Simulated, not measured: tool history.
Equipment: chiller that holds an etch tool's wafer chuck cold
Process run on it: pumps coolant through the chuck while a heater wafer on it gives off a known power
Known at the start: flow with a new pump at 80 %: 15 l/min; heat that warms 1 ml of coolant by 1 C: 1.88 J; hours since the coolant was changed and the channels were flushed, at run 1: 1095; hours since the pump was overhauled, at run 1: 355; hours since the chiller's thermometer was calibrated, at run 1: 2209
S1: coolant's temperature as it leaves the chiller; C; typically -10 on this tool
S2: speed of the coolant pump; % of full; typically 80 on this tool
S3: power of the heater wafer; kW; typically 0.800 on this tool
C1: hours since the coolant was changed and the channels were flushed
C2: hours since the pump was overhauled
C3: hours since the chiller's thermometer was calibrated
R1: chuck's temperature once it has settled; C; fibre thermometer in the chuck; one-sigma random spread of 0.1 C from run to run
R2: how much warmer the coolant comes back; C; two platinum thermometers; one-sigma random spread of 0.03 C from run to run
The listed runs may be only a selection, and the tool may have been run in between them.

{"run": 1, "hour": 0.0, "S1": -10, "S2": 80, "S3": 0.8, "C1": 1095, "C2": 355, "C3": 2209, "R1": -0.4, "R2": 1.66}
{"run": 2, "hour": 37.1, "S1": -10, "S2": 80, "S3": 0.8, "C1": 1132, "C2": 392, "C3": 2246, "R1": -0.5, "R2": 1.72}
{"run": 3, "hour": 73.0, "S1": -10, "S2": 80, "S3": 0.8, "C1": 1168, "C2": 428, "C3": 2282, "R1": -0.7, "R2": 1.67}
{"run": 4, "hour": 106.6, "S1": -10, "S2": 80, "S3": 0.8, "C1": 1202, "C2": 462, "C3": 2315, "R1": -0.6, "R2": 1.68}
{"run": 5, "hour": 135.8, "S1": -10, "S2": 80, "S3": 0.8, "C1": 1231, "C2": 491, "C3": 2345, "R1": -0.4, "R2": 1.62}
{"run": 6, "hour": 171.9, "S1": -10, "S2": 89, "S3": 0.8, "C1": 1267, "C2": 527, "C3": 2381, "R1": -1.2, "R2": 1.44}
{"run": 7, "hour": 192.3, "S1": -10, "S2": 89, "S3": 0.8, "C1": 1287, "C2": 547, "C3": 2401, "R1": -1.3, "R2": 1.49}
{"run": 8, "hour": 219.4, "S1": -10, "S2": 89, "S3": 0.8, "C1": 1315, "C2": 574, "C3": 2428, "R1": -1.2, "R2": 1.41}
{"run": 9, "hour": 247.8, "S1": -10, "S2": 88, "S3": 0.8, "C1": 1343, "C2": 603, "C3": 2457, "R1": -1.2, "R2": 1.48}
{"run": 10, "hour": 285.7, "S1": -10, "S2": 88, "S3": 0.8, "C1": 1381, "C2": 641, "C3": 2494, "R1": -1.3, "R2": 1.42}
{"run": 11, "hour": 323.1, "S1": -10, "S2": 78, "S3": 0.8, "C1": 1418, "C2": 678, "C3": 2532, "R1": -0.3, "R2": 1.62}
{"run": 12, "hour": 360.3, "S1": -3, "S2": 77, "S3": 0.544, "C1": 1455, "C2": 715, "C3": 2569, "R1": 3.6, "R2": 1.08}
{"run": 13, "hour": 395.0, "S1": -3, "S2": 80, "S3": 0.407, "C1": 1490, "C2": 750, "C3": 2604, "R1": 1.8, "R2": 0.71}
{"run": 14, "hour": 429.5, "S1": -12, "S2": 62, "S3": 0.645, "C1": 1525, "C2": 784, "C3": 2638, "R1": -2.9, "R2": 1.65}
{"run": 15, "hour": 451.6, "S1": -12, "S2": 65, "S3": 1.037, "C1": 1547, "C2": 806, "C3": 2660, "R1": 2.1, "R2": 2.52}
{"run": 16, "hour": 471.8, "S1": -5, "S2": 80, "S3": 0.687, "C1": 1567, "C2": 827, "C3": 2681, "R1": 3.1, "R2": 1.26}
{"run": 17, "hour": 500.9, "S1": -5, "S2": 80, "S3": 0.687, "C1": 1596, "C2": 856, "C3": 2710, "R1": 3.2, "R2": 1.25}
{"run": 18, "hour": 525.1, "S1": -5, "S2": 80, "S3": 0.687, "C1": 1620, "C2": 880, "C3": 2734, "R1": 3.2, "R2": 1.3}
{"run": 19, "hour": 559.4, "S1": -8, "S2": 99, "S3": 1.079, "C1": 1655, "C2": 914, "C3": 2768, "R1": 2.8, "R2": 1.64}
{"run": 20, "hour": 586.2, "S1": -2, "S2": 65, "S3": 0.412, "C1": 1681, "C2": 941, "C3": 2795, "R1": 3.6, "R2": 0.83}
{"run": 21, "hour": 603.8, "S1": -11, "S2": 76, "S3": 0.412, "C1": 1699, "C2": 959, "C3": 2813, "R1": -5.9, "R2": 0.66}
{"run": 22, "hour": 637.7, "S1": -11, "S2": 76, "S3": 0.412, "C1": 1733, "C2": 993, "C3": 2846, "R1": -6.0, "R2": 0.69}

Below are 3 alternative next runs, each starting from the tool's condition after run 22. Predict each:
{"run": "A", "hour": 668.1, "S1": -11, "S2": 99, "S3": 0.951, "C1": 1763, "C2": 1023, "C3": 2877, "R1": "?", "R2": "?"}
{"run": "B", "hour": 668.1, "S1": -15, "S2": 96, "S3": 0.84, "C1": 1763, "C2": 1023, "C3": 2877, "R1": "?", "R2": "?"}
{"run": "C", "hour": 668.1, "S1": -11, "S2": 65, "S3": 0.853, "C1": 1763, "C2": 1023, "C3": 2877, "R1": "?", "R2": "?"}

run=A R1=-1.4 R2=1.29
run=B R1=-6.6 R2=1.21
run=C R1=0.7 R2=1.97
Take away the tool's hidden state, keep each run's random variation, and the runs would have read:
run=A R1=-1.4 R2=1.56
run=B R1=-6.6 R2=1.48
run=C R1=0.7 R2=2.23

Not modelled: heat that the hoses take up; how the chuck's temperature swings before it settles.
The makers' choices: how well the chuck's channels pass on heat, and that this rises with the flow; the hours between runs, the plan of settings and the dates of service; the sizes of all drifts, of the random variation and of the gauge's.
